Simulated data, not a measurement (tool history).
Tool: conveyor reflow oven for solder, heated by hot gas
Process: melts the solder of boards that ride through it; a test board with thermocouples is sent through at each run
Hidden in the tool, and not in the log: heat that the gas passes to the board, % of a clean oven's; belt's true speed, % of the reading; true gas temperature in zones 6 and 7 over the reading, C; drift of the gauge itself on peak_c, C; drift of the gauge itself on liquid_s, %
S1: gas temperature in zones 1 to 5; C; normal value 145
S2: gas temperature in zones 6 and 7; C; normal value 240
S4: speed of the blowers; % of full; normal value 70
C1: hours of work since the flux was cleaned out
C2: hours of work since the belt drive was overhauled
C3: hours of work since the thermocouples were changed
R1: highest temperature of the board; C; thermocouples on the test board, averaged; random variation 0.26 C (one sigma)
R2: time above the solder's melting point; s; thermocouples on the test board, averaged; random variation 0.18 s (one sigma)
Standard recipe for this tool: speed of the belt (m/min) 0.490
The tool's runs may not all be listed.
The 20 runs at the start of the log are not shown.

run 21 hour=362.5 | S1=144 S2=233 speed_of_the_belt_(m/min)=0.417 S4=76 | C1=248 C2=574 C3=628 | R1=219.1 R2=81.2
run 22 hour=383.7 | S1=144 S2=252 speed_of_the_belt_(m/min)=0.490 S4=53 | C1=264 C2=590 C3=644 | R1=222.0 R2=69.1
-- hour=409.6 flux residue cleaned out of gas plates and filters
run 23 hour=409.6 | S1=144 S2=252 speed_of_the_belt_(m/min)=0.490 S4=53 | C1=0 C2=607 C3=661 | R1=222.5 R2=69.9
run 24 hour=432.3 | S1=145 S2=245 speed_of_the_belt_(m/min)=0.488 S4=65 | C1=18 C2=625 C3=678 | R1=222.4 R2=70.9
run 25 hour=450.5 | S1=135 S2=248 speed_of_the_belt_(m/min)=0.518 S4=89 | C1=32 C2=639 C3=693 | R1=227.8 R2=67.2
run 26 hour=462.5 | S1=154 S2=232 speed_of_the_belt_(m/min)=0.518 S4=54 | C1=42 C2=648 C3=702 | R1=207.2 R2=56.0
run 27 hour=473.4 | S1=154 S2=232 speed_of_the_belt_(m/min)=0.518 S4=54 | C1=50 C2=657 C3=711 | R1=206.9 R2=56.2
run 28 hour=493.7 | S1=156 S2=232 speed_of_the_belt_(m/min)=0.565 S4=54 | C1=66 C2=673 C3=727 | R1=205.0 R2=48.2

Predict the results of run 29:
run 29 hour=512.6 | S1=156 S2=232 speed_of_the_belt_(m/min)=0.565 S4=54 | C1=81 C2=688 C3=742 | R1=? R2=?

R1: 204.4 C
R2: 48.4 s
Were there no unlogged condition in the tool, this run, its random variation unchanged, would have produced R1 206.2 C, R2 50.0 s.
